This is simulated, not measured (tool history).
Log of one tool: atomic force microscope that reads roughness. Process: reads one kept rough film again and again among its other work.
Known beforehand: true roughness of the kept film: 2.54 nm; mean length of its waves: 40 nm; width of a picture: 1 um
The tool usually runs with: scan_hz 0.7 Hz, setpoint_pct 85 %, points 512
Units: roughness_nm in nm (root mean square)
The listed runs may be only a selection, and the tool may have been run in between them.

run	day	scan_hz	setpoint_pct	points	roughness_nm
1	0	0.7	85	512	2.061
2	0.825	1.297	85	512	1.91
3	1.212	2.283	85	512	1.703
4	1.7	2.283	85	512	1.684
5	2.329	2.283	85	512	1.673
6	3.233	0.7	85	405	2.158
7	4.071	0.7	85	405	2.126
8	4.542	0.7	85	405	2.099
9	5.229	0.7	85	405	2.069
10	5.971	0.7	85	405	2.037
11	6.575	2.989	85	405	1.594
12	7.358	2.989	89	405	1.497
13	7.892	0.7	85	842	1.973
14	8.412	0.7	85	842	2.182
15	8.804	0.7	85	512	2.168
16	9.183	0.7	85	512	2.149
17	9.888	0.7	85	512	2.129
18	10.762	0.7	85	512	2.065
19	11.538	0.7	85	512	2.026
20	12.379	0.7	85	512	2.01
21	13.238	0.7	85	512	1.981
22	14.021	0.7	85	512	2.19
23	14.417	0.7	85	512	2.176
24	15.208	0.7	85	512	2.127
25	16.012	0.7	85	512	2.075
26	16.775	2.25	85	512	1.746
27	17.208	2.25	85	512	1.727
28	17.892	0.7	55	285	2.151
29	18.604	1.329	85	285	1.837
30	19.358	1.329	85	285	2.041
31	19.817	1.656	85	757	1.946
32	20.271	2.194	76	284	1.992
33	20.942	3.578	79	672	1.725
34	21.775	3.578	79	998	1.693
35	22.238	0.7	61	815	2.185
36	22.988	2.096	61	815	2.048
37	23.85	1.743	88	815	1.722
38	24.429	3.559	59	375	1.927
39	24.888	2.303	85	512	1.848
40	25.433	2.303	65	898	2.161
41	26.012	2.163	84	551	1.851
42	26.608	2.422	79	512	1.878
43	27.308	2.422	79	512	1.852
44	28.133	0.7	57	332	2.172
45	28.917	1.416	68	512	2.035
46	29.408	0.528	64	861	2.147
47	29.792	2.673	59	322	1.991
48	30.517	1.149	80	434	2.146
49	30.971	1.243	79	434	2.122
50	31.804	0.993	60	512	2.253
51	32.467	0.517	88	1023	2.145
52	33.196	0.517	61	1023	2.22
53	33.608	0.7	59	588	2.2
54	34.425	1.25	58	564	2.135

Between the runs listed above, the log contained 6 entries, not reproduced here. Where in the sequence does each belong, and how does what the log doesn't record of the tool's condition differ from the listed run before to the listed run after?
Between runs 5 and 6: new tip fitted (day 2.771)
  radius of the tip, nm: 29.3 -> 12.7; height scale over the true one, %: 0.33 -> 0.36
  what was measured, less what the result would be without the hidden state, roughness_nm: -0.183 -> -0.027 nm (root mean square)
Between runs 13 and 14: new tip fitted (day 8.271)
  radius of the tip, nm: 30.4 -> 11.1; height scale over the true one, %: 0.48 -> 0.5
  what was measured, less what the result would be without the hidden state, roughness_nm: -0.227 -> -0.003 nm (root mean square)
Between runs 21 and 22: new tip fitted (day 13.775)
  radius of the tip, nm: 29.6 -> 11.1; height scale over the true one, %: 0.63 -> 0.65
  what was measured, less what the result would be without the hidden state, roughness_nm: -0.215 -> +0 nm (root mean square)
Between runs 29 and 30: new tip fitted (day 19.275)
  radius of the tip, nm: 29.2 -> 11.4; height scale over the true one, %: 0.77 -> 0.79
  what was measured, less what the result would be without the hidden state, roughness_nm: -0.193 -> -0.001 nm (root mean square)
Between runs 38 and 39: new tip fitted (day 24.775)
  radius of the tip, nm: 30.9 -> 11; height scale over the true one, %: 0.92 -> 0.93
  what was measured, less what the result would be without the hidden state, roughness_nm: -0.218 -> +0.006 nm (root mean square)
Between runs 47 and 48: new tip fitted (day 30.296)
  radius of the tip, nm: 29.7 -> 11; height scale over the true one, %: 1.06 -> 1.08
  what was measured, less what the result would be without the hidden state, roughness_nm: -0.208 -> +0.011 nm (root mean square)
